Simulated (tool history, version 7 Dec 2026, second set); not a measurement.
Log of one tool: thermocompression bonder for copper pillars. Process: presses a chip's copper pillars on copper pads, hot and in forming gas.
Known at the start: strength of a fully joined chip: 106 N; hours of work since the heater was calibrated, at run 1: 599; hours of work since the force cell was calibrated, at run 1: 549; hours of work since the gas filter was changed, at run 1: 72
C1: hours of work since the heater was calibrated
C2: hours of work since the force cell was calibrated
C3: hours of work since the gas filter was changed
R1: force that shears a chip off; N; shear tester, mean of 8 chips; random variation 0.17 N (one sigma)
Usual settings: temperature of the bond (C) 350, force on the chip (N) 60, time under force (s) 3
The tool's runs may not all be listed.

{"run": 1, "hour": 0.0, "temperature of the bond (C)": 350, "force on the chip (N)": 60, "time under force (s)": 3, "C1": 599, "C2": 549, "C3": 72, "R1": 47.2}
{"run": 2, "hour": 23.8, "temperature of the bond (C)": 350, "force on the chip (N)": 40, "time under force (s)": 3, "C1": 612, "C2": 563, "C3": 85, "R1": 38.7}
{"run": 3, "hour": 37.8, "temperature of the bond (C)": 350, "force on the chip (N)": 40, "time under force (s)": 3, "C1": 620, "C2": 571, "C3": 93, "R1": 38.7}
{"run": 4, "hour": 55.1, "temperature of the bond (C)": 350, "force on the chip (N)": 40, "time under force (s)": 3, "C1": 630, "C2": 581, "C3": 103, "R1": 38.8}
{"run": 5, "hour": 74.9, "temperature of the bond (C)": 350, "force on the chip (N)": 60, "time under force (s)": 3, "C1": 642, "C2": 592, "C3": 114, "R1": 47.2}
{"run": 6, "hour": 96.3, "temperature of the bond (C)": 350, "force on the chip (N)": 60, "time under force (s)": 3, "C1": 654, "C2": 604, "C3": 127, "R1": 47}
{"run": 7, "hour": 117.2, "temperature of the bond (C)": 350, "force on the chip (N)": 60, "time under force (s)": 3, "C1": 666, "C2": 616, "C3": 139, "R1": 47.1}
{"run": 8, "hour": 139.2, "temperature of the bond (C)": 350, "force on the chip (N)": 60, "time under force (s)": 3, "C1": 678, "C2": 629, "C3": 151, "R1": 47}
{"run": 9, "hour": 151.1, "temperature of the bond (C)": 329, "force on the chip (N)": 65, "time under force (s)": 3, "C1": 685, "C2": 635, "C3": 158, "R1": 40.9}
{"run": 10, "hour": 174.7, "temperature of the bond (C)": 350, "force on the chip (N)": 75, "time under force (s)": 4, "C1": 699, "C2": 649, "C3": 171, "R1": 57.4}
{"run": 11, "hour": 198.5, "temperature of the bond (C)": 339, "force on the chip (N)": 57, "time under force (s)": 5, "C1": 712, "C2": 662, "C3": 185, "R1": 50.2}
{"run": 12, "hour": 214.4, "temperature of the bond (C)": 350, "force on the chip (N)": 84, "time under force (s)": 3, "C1": 721, "C2": 671, "C3": 194, "R1": 54.2}
{"run": 13, "hour": 226.6, "temperature of the bond (C)": 350, "force on the chip (N)": 57, "time under force (s)": 3, "C1": 728, "C2": 678, "C3": 201, "R1": 45.5}

Forecast each of these 5 alternatives for the next run:
{"run": "A", "hour": 253.3, "temperature of the bond (C)": 358, "force on the chip (N)": 57, "time under force (s)": 8, "C1": 743, "C2": 694, "C3": 216, "R1": "?"}
{"run": "B", "hour": 253.3, "temperature of the bond (C)": 355, "force on the chip (N)": 80, "time under force (s)": 3, "C1": 743, "C2": 694, "C3": 216, "R1": "?"}
{"run": "C", "hour": 253.3, "temperature of the bond (C)": 357, "force on the chip (N)": 57, "time under force (s)": 3, "C1": 743, "C2": 694, "C3": 216, "R1": "?"}
{"run": "D", "hour": 253.3, "temperature of the bond (C)": 350, "force on the chip (N)": 44, "time under force (s)": 3, "C1": 743, "C2": 694, "C3": 216, "R1": "?"}
{"run": "E", "hour": 253.3, "temperature of the bond (C)": 350, "force on the chip (N)": 59, "time under force (s)": 3, "C1": 743, "C2": 694, "C3": 216, "R1": "?"}

run=A R1=66.6
run=B R1=55
run=C R1=48.1
run=D R1=40.4
run=E R1=46.3
Without the tool's hidden state the same runs would have given:
run=A R1=67.5
run=B R1=55.5
run=C R1=48.5
run=D R1=40.6
run=E R1=46.6
